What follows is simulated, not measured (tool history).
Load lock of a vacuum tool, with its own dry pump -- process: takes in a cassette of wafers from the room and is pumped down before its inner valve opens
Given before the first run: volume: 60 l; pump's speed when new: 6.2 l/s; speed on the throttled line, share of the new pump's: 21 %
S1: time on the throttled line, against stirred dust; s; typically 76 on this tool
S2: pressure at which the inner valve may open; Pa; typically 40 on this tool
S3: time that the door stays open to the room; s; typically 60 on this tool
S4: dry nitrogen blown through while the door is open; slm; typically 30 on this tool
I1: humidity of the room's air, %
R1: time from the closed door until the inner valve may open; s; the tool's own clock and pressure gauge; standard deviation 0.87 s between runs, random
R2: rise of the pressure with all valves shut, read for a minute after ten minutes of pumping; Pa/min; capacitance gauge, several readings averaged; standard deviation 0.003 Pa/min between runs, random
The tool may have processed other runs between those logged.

Run 1, day 0: usual settings; I1 47.1. Result: R1 139.4 s, R2 0.148 Pa/min.
Run 2, day 8.362: usual settings; I1 47.9. Result: R1 139.6 s, R2 0.168 Pa/min.
Run 3, day 23.421: usual settings; I1 44.8. Result: R1 141.1 s, R2 0.163 Pa/min.
Run 4, day 36.383: usual settings; I1 42.3. Result: R1 141.7 s, R2 0.168 Pa/min.
Run 5, day 51.546: usual settings; I1 46. Result: R1 141.6 s, R2 0.178 Pa/min.
Run 6, day 69.088: usual settings; I1 47.3. Result: R1 141.2 s, R2 0.19 Pa/min.
Run 7, day 78.571: usual settings; I1 41.7. Result: R1 139.5 s, R2 0.193 Pa/min.
Run 8, day 90.179: usual settings but S3 91 s; I1 46.1. Result: R1 140.6 s, R2 0.21 Pa/min.
Run 9, day 103.633: usual settings but S3 91 s, S4 5 slm; I1 42.9. Result: R1 142.8 s, R2 0.243 Pa/min.
Run 10, day 121.296: usual settings but S3 91 s, S4 5 slm; I1 46.7. Result: R1 142.1 s, R2 0.262 Pa/min.
Run 11, day 132.267: usual settings but S3 91 s, S4 5 slm; I1 44.2. Result: R1 140.4 s, R2 0.263 Pa/min.
At day 136.071: door's seal changed, seat wiped.
Run 12, day 146.029: usual settings but S1 102 s; I1 47.8. Result: R1 160.7 s, R2 0.036 Pa/min.
Run 13, day 158.358: usual settings but S1 102 s; I1 41.9. Result: R1 161.8 s, R2 0.031 Pa/min.
Run 14, day 168.092: usual settings but S1 102 s; I1 44.3. Result: R1 162 s, R2 0.038 Pa/min.
Run 15, day 179.646: usual settings but S1 102 s, S3 93 s; I1 44.2. Result: R1 162.7 s, R2 0.043 Pa/min.
Run 16, day 193.8: usual settings but S1 102 s, S3 93 s; I1 44. Result: R1 163.3 s, R2 0.043 Pa/min.
Run 17, day 207.625: usual settings but S1 102 s, S3 93 s; I1 46.3. Result: R1 164.9 s, R2 0.053 Pa/min.
Run 18, day 216.708: usual settings but S1 102 s, S3 93 s; I1 45.3. Result: R1 162.5 s, R2 0.054 Pa/min.

What will run 19 give?
Run 19, day 224.096: usual settings but S1 102 s, S3 93 s; I1 47.1. Result: R1 ?, R2 ?.

Run 19 came out at R1 163.1 s, R2 0.057 Pa/min.
With no hidden state in the tool, this same run would have given R1 156.1 s, R2 0.04 Pa/min.
